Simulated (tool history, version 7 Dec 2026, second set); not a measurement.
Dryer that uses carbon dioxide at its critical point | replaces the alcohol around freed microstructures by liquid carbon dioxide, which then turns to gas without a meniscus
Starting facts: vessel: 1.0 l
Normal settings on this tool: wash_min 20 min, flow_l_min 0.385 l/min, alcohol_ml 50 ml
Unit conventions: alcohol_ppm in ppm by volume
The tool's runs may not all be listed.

run   hour  wash_min  flow_l_min  alcohol_ml  alcohol_ppm
  1      0        20       0.385          50          509
  2   39.9        20       0.385          50          544
  3   77.1        20       0.624          50          205
  4  111.3        20       0.305          50         1234
  5  142.1        20       0.305          50         1308
  6  161.2        24       0.385          50          351
  7  187.5        20       0.385          50          598
     218.6  -- inlet filter changed
  8  223.4        20       0.385          50          408
  9  257.5        31       0.385          50          220
 10  278.1        20       0.385          50          418
 11  318.7        18       0.256          27         1272
     340.4  -- purifier's bed changed
 12  343.5        20       0.429          50          123
 13  369.2        18       0.436          94          378
 14  390.4        19       0.385          50          306
 15    421        29       0.575          33           19
 16  446.2        19       0.385          50          331
 17    481        20        0.37          50          337
 18  501.9        20        0.37          50          334
 19  544.4        20        0.37          50          343

Predict each of these 4 candidate next runs independently; none follows another, all start after run 19:
  A  585.3        15       0.651         108            ?
  B  585.3        24        0.37          50            ?
  C  585.3        17       0.385          50            ?
  D  585.3        20       0.401          50            ?

run  alcohol_ppm
  A          165
  B          169
  C          634
  D          256
Had the tool no hidden state, the same runs would have come out as:
run  alcohol_ppm
  A           87
  B           97
  C          462
  D          162
